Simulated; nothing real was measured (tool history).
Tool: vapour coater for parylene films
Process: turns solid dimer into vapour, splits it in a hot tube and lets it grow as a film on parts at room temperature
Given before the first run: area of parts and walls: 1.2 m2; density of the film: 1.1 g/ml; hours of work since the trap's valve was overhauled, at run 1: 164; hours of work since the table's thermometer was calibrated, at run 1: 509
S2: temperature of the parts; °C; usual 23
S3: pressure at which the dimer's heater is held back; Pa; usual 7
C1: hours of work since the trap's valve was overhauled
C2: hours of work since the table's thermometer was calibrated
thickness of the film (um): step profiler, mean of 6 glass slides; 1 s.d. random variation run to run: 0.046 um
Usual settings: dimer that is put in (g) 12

Run 1, hour 0: usual settings; C1 164; C2 509. Result: thickness of the film (um) 4.94.
Run 2, hour 54.8: usual settings; C1 194; C2 539. Result: thickness of the film (um) 4.92.
Run 3, hour 81.1: usual settings; C1 208; C2 553. Result: thickness of the film (um) 4.92.
Run 4, hour 126.8: usual settings; C1 233; C2 578. Result: thickness of the film (um) 4.95.
Run 5, hour 162.4: usual settings; C1 252; C2 598. Result: thickness of the film (um) 4.93.
Run 6, hour 199: usual settings; C1 272; C2 618. Result: thickness of the film (um) 4.92.
Run 7, hour 230.2: usual settings; C1 289; C2 635. Result: thickness of the film (um) 4.85.
Run 8, hour 286.3: usual settings; C1 320; C2 665. Result: thickness of the film (um) 4.79.
Run 9, hour 321.4: usual settings but S3 4.44 Pa; C1 339; C2 684. Result: thickness of the film (um) 5.42.
At hour 358.5: trap's valve overhauled.
Run 10, hour 381.4: usual settings but S3 4.44 Pa; C1 12; C2 715. Result: thickness of the film (um) 5.62.
Run 11, hour 431.5: usual settings but S2 30 °C, S3 4.44 Pa; C1 40; C2 742. Result: thickness of the film (um) 4.37.
Run 12, hour 474.2: usual settings but S2 30 °C, S3 4.44 Pa; C1 63; C2 766. Result: thickness of the film (um) 4.38.
Run 13, hour 501.2: usual settings but S2 30 °C, S3 2.23 Pa; C1 78; C2 780. Result: thickness of the film (um) 5.13.
Run 14, hour 540.7: usual settings but dimer that is put in (g) 14; C1 99; C2 802. Result: thickness of the film (um) 5.79.
Run 15, hour 584.7: usual settings but dimer that is put in (g) 14; C1 123; C2 826. Result: thickness of the film (um) 5.93.
Run 16, hour 615: usual settings but dimer that is put in (g) 14; C1 140; C2 842. Result: thickness of the film (um) 5.81.
Run 17, hour 649.1: usual settings but dimer that is put in (g) 14; C1 159; C2 861. Result: thickness of the film (um) 5.82.
At hour 656.1: table's thermometer calibrated.
Run 18, hour 680.7: usual settings; C1 175; C2 13. Result: thickness of the film (um) 4.95.
Run 19, hour 728.4: usual settings; C1 201; C2 39. Result: thickness of the film (um) 4.88.
Run 20, hour 775.4: usual settings; C1 227; C2 65. Result: thickness of the film (um) 4.94.
Run 21, hour 831.7: usual settings but dimer that is put in (g) 19, S2 29 °C, S3 3.76 Pa; C1 258; C2 96. Result: thickness of the film (um) 7.18.
At hour 838.2: table's thermometer calibrated, once more.
Run 22, hour 895.5: usual settings but dimer that is put in (g) 19, S2 29 °C, S3 3.76 Pa; C1 292; C2 31. Result: thickness of the film (um) 7.32.
Run 23, hour 921.4: usual settings but dimer that is put in (g) 19, S2 29 °C, S3 3.76 Pa; C1 306; C2 45. Result: thickness of the film (um) 7.31.
Run 24, hour 948.1: usual settings but dimer that is put in (g) 7, S2 29 °C, S3 9.15 Pa; C1 320; C2 60. Result: thickness of the film (um) 2.19.

Run 25, settings as shown, results not yet in. Your forecast:
Run 25, hour 995.5: usual settings but dimer that is put in (g) 7, S2 29 °C, S3 4.94 Pa; C1 346; C2 86. Result: thickness of the film (um) ?.

Run 25 came out at thickness of the film (um) 2.5.
The same run, on a tool lacking any hidden state, would have yielded thickness of the film (um) 2.62.
